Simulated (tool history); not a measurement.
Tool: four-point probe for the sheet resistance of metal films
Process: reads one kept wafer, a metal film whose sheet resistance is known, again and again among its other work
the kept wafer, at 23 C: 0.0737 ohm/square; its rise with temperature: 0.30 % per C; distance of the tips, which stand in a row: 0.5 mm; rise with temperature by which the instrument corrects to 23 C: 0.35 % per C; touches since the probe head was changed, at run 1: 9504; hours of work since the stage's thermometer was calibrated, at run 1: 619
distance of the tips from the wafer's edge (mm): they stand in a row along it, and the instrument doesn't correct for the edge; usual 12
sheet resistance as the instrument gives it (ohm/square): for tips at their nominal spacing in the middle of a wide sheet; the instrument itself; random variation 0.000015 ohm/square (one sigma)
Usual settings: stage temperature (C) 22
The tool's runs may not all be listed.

run	hour	stage temperature (C)	distance of the tips from the wafer's edge (mm)	touches since the probe head was changed	hours of work since the stage's thermometer was calibrated	sheet resistance as the instrument gives it (ohm/square)
1	0.0	22	12	9504	619	0.073803
2	9.3	22	12	9895	626	0.073814
3	25.2	18	12	10567	638	0.073969
4	43.4	22	4	11336	652	0.074380
5	63.9	22	51	12201	668	0.073720
6	76.4	22	51	12732	678	0.073779
7	89.5	22	12	13284	688	0.073826
8	101.8	22	12	13805	697	0.073806
9	122.4	22	12	14675	713	0.073799
10	131.2	22	12	15047	720	0.073829
11	141.7	22	3	15490	728	0.074839
12	158.3	22	3	16189	740	0.074830
13	170.3	24	12	16699	750	0.073720
14	181.1	24	12	17156	758	0.073695
15	193.5	22	12	17678	767	0.073795
16	206.6	21	17	18232	778	0.073811
17	224.8	25	49	19002	791	0.073640
18	238.0	22	70	19558	802	0.073755
19	258.7	22	70	20432	817	0.073717
20	276.8	24	17	21197	831	0.073673
21	294.7	27	14	21954	845	0.073606
22	305.7	18	20	22420	854	0.073928
23	319.0	34	14	22979	864	0.073301
24	339.6	27	39	23852	880	0.073553

Forecast each of these 5 alternatives for the next run:
A	352.8	34	12	24407	890	?
B	352.8	30	14	24407	890	?
C	352.8	33	33	24407	890	?
D	352.8	22	69	24407	890	?
E	352.8	27	43	24407	890	?

run	sheet resistance as the instrument gives it (ohm/square)
A	0.073326
B	0.073464
C	0.073301
D	0.073740
E	0.073549
Without the tool's hidden state the same runs would have given:
run	sheet resistance as the instrument gives it (ohm/square)
A	0.073327
B	0.073465
C	0.073301
D	0.073741
E	0.073550

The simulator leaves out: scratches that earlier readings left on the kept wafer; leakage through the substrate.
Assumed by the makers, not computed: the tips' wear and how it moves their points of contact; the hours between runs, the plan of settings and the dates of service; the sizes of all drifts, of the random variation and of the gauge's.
